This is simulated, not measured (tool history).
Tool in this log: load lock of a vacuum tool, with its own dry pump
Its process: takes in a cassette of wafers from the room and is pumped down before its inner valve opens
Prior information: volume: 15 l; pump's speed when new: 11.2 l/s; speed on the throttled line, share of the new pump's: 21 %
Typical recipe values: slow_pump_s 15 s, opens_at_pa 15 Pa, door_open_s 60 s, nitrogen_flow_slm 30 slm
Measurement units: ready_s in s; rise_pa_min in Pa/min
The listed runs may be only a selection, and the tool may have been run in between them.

| run | hour | slow_pump_s | opens_at_pa | door_open_s | nitrogen_flow_slm | incoming humidity of the room's air, % | ready_s | rise_pa_min |
|---|---|---|---|---|---|---|---|---|
| 1 | 0 | 15 | 15 | 60 | 30 | 45.7 | 23.7 | 0.04 |
|  | 65.6 | dry pump taken out, an overhauled one fitted |
| 2 | 517.9 | 15 | 15 | 60 | 30 | 47.7 | 23.8 | 0.038 |
| 3 | 842.5 | 20 | 15 | 60 | 30 | 44.8 | 27.9 | 0.04 |
| 4 | 1416.9 | 15 | 15 | 60 | 30 | 45.8 | 23.7 | 0.031 |
| 5 | 1989.3 | 15 | 15 | 60 | 30 | 46.5 | 23.8 | 0.041 |
| 6 | 2387.9 | 15 | 15 | 60 | 30 | 47 | 23.6 | 0.033 |
| 7 | 2665.5 | 15 | 15 | 104 | 18 | 45.1 | 23.6 | 0.053 |
| 8 | 3187.8 | 21 | 15 | 83 | 18 | 43.3 | 28.6 | 0.044 |
| 9 | 3742.9 | 21 | 15 | 83 | 18 | 45 | 28.7 | 0.044 |
| 10 | 4009.4 | 10 | 10 | 121 | 33 | 43.2 | 20.4 | 0.045 |
| 11 | 4519.1 | 21 | 10 | 37 | 25 | 46 | 29.1 | 0.032 |

5 ways to go on from here, each from the tool as it stands after run 11. What would each give?
| A | 4897.7 | 8 | 15 | 214 | 30 | 43.6 | ? | ? |
| B | 4897.7 | 15 | 14 | 37 | 34 | 42.3 | ? | ? |
| C | 4897.7 | 21 | 19 | 37 | 25 | 45.6 | ? | ? |
| D | 4897.7 | 24 | 15 | 60 | 30 | 44.7 | ? | ? |
| E | 4897.7 | 13 | 15 | 37 | 6 | 46.7 | ? | ? |

| run | ready_s | rise_pa_min |
|---|---|---|
| A | 18.3 | 0.058 |
| B | 23.7 | 0.026 |
| C | 28 | 0.029 |
| D | 30.6 | 0.034 |
| E | 22.2 | 0.041 |
Without the tool's hidden state the same runs would have given:
| run | ready_s | rise_pa_min |
|---|---|---|
| A | 18.3 | 0.057 |
| B | 23.7 | 0.025 |
| C | 28 | 0.028 |
| D | 30.6 | 0.033 |
| E | 22.2 | 0.041 |
